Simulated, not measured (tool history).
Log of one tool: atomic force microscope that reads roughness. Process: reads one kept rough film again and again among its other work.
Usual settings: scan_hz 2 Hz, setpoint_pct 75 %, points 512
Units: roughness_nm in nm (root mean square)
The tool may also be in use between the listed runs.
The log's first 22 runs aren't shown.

run	hour	scan_hz	setpoint_pct	points	roughness_nm
23	196.9	2	75	609	2.151
24	201.8	0.99	56	512	2.312
25	208.1	0.99	56	413	2.281
26	218.6	1.6	72	377	2.169
27	223.9	1.6	72	377	2.15
28	229.6	1.6	72	377	2.146
29	239.4	0.81	81	331	2.132
30	248.8	2.94	75	693	1.969
# hour 254.9: new tip fitted
31	258.7	2	66	466	2.37
32	267.5	2	83	358	2.185
33	273.7	0.87	83	787	2.366
34	284.7	2.08	83	787	2.143
35	292.1	1.66	75	381	2.26
36	302.3	0.97	75	381	2.312
37	311	0.97	75	381	2.307
38	315.9	3.27	75	979	2.057
39	320.8	0.59	82	512	2.285
40	331.6	0.59	82	512	2.282
41	338.6	0.59	82	512	2.265
42	345.4	0.99	89	838	2.132
43	355.8	3.7	75	900	1.968
44	362.5	3.7	75	900	1.948
45	368.8	1.93	78	711	2.075

3 ways to go on from here, each from the tool as it stands after run 45. What would each give?
A	376.8	1.86	62	710	?
B	376.8	1.26	65	512	?
C	376.8	2	76	402	?

run	roughness_nm
A	2.171
B	2.182
C	2.071
Without the tool's hidden state the same runs would have given:
run	roughness_nm
A	2.439
B	2.451
C	2.327

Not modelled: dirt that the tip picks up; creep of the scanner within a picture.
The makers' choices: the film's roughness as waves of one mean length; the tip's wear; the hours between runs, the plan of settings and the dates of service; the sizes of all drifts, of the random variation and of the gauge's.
